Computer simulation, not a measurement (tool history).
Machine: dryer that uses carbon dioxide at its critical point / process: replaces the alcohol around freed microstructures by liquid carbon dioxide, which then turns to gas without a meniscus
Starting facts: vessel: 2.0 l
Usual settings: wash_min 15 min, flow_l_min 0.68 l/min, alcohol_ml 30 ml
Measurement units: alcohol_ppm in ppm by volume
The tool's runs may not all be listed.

run,hour,wash_min,flow_l_min,alcohol_ml,alcohol_ppm
1,0,15,0.68,30,279
2,7.3,15,0.68,30,271
3,16.8,15,0.68,30,296
4,31.5,15,0.68,30,286
5,41.1,20,0.68,30,91
6,48.4,10,0.68,30,1115
7,63.3,20,0.68,30,92
8,71.8,17,0.68,30,196
9,87.5,10,0.68,30,1144
10,94.9,10,0.68,40,1598
11,109.1,10,0.68,40,1551
12,122.5,10,0.68,40,1554
13,130,10,0.68,40,1609
14,136.7,10,0.68,40,1604
15,144.7,10,0.847,69,1459
# hour 147: inlet filter changed
16,155.2,15,0.452,30,956
17,170,15,0.954,30,66
18,180.9,15,0.954,30,64
19,191.3,15,0.954,30,68
20,202.3,15,0.954,30,67
21,212.1,15,0.954,30,71
22,221.1,21,0.745,25,50
23,230.8,13,0.68,51,712
24,241.1,13,0.68,51,732
25,252.9,15,0.792,94,377

Each row is a separate what-if for the run after 25, all from the same tool condition, not one after another. Results?
A,268,18,0.68,43,?
B,268,13,0.581,28,?
C,268,11,0.566,57,?
D,268,11,0.678,24,?
E,268,9,0.792,94,?

run,alcohol_ppm
A,191
B,717
C,2324
D,627
E,2564
Had the tool no hidden state, the same runs would have come out as:
run,alcohol_ppm
A,124
B,590
C,2029
D,514
E,2195
